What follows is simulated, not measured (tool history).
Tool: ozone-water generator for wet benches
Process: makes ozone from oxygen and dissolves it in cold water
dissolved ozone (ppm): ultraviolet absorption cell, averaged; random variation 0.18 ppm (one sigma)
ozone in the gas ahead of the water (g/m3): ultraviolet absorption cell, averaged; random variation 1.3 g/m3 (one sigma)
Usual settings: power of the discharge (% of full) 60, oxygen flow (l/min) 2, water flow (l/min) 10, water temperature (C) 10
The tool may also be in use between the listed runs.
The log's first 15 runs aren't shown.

run     day  power of the discharge (% of full)  oxygen flow (l/min)  water flow (l/min)  water temperature (C)  hours of work since the electrodes were changed  hours of work since the contactor was cleaned  hours of work since the thermometer was calibrated  dissolved ozone (ppm)  ozone in the gas ahead of the water (g/m3)
 16  24.575                                  60                    2                   9                     10                                              852                                           2695                                                  63                   25.3                                       230.9
 17  25.779                                  99                  3.1                  10                     14                                              879                                           2721                                                  90                     30                                         241
 18  27.433                                  99                  3.1                  10                     14                                              915                                           2758                                                 127                   29.5                                       240.2
 19  28.929                                  99                  3.1                  10                     14                                              949                                           2791                                                 160                   29.7                                       238.2
     29.967  -- water thermometer calibrated, once more
 20  30.529                                  99                  3.1                  10                     14                                              984                                           2826                                                  12                   29.5                                       236.1
 21  31.525                                 100                 1.71                   9                     14                                             1006                                           2848                                                  35                     33                                       350.9
 22  32.746                                 100                 1.71                   9                     14                                             1033                                           2875                                                  62                   32.5                                       347.7
 23  34.958                                 100                 1.71                   9                     14                                             1082                                           2925                                                 111                     33                                       346.5
 24  36.196                                  57                 2.56                  10                     10                                             1109                                           2952                                                 138                   22.3                                       189.8
 25  37.588                                  57                 2.56                  10                     10                                             1140                                           2983                                                 169                   22.2                                       190.6
 26  38.792                                  56                 1.62                   8                      8                                             1167                                           3010                                                 196                   26.8                                       249.2
 27  40.296                                  60                 1.58                  10                     10                                             1200                                           3043                                                 229                   22.2                                       262.8
 28  41.308                                  69                 2.96                   9                      9                                             1223                                           3065                                                 252                   27.9                                       196.1
 29  42.579                                  69                 2.96                   9                      9                                             1251                                           3094                                                 280                   27.2                                       195.6
 30  43.742                                  69                  2.2                   9                     17                                             1277                                           3119                                                 305                     25                                       234.1
 31  44.862                                  69                  2.2                   9                     17                                             1301                                           3144                                                 330                   24.9                                       233.2
 32  46.804                                  52                    2                  12                      7                                             1345                                           3187                                                 373                     18                                       208.2

Forecast each of these 5 alternatives for the next run:
  A  49.079                                 100                 1.18                  12                      7                                             1395                                           3238                                                 424                      ?                                           ?
  B  49.079                                  47                    2                   8                     10                                             1395                                           3238                                                 424                      ?                                           ?
  C  49.079                                  62                    2                  12                      7                                             1395                                           3238                                                 424                      ?                                           ?
  D  49.079                                  60                 1.65                  14                     10                                             1395                                           3238                                                 424                      ?                                           ?
  E  49.079                                  85                    2                  12                      7                                             1395                                           3238                                                 424                      ?                                           ?

run  dissolved ozone (ppm)  ozone in the gas ahead of the water (g/m3)
  A                   24.6                                       427.9
  B                   23.7                                         195
  C                     20                                         232
  D                   16.2                                       256.7
  E                   24.1                                       280.9
Without the tool's hidden state the same runs would have given:
run  dissolved ozone (ppm)  ozone in the gas ahead of the water (g/m3)
  A                   26.8                                       452.9
  B                   25.2                                       201.9
  C                   21.6                                       242.1
  D                   17.4                                       267.7
  E                   26.2                                       295.9
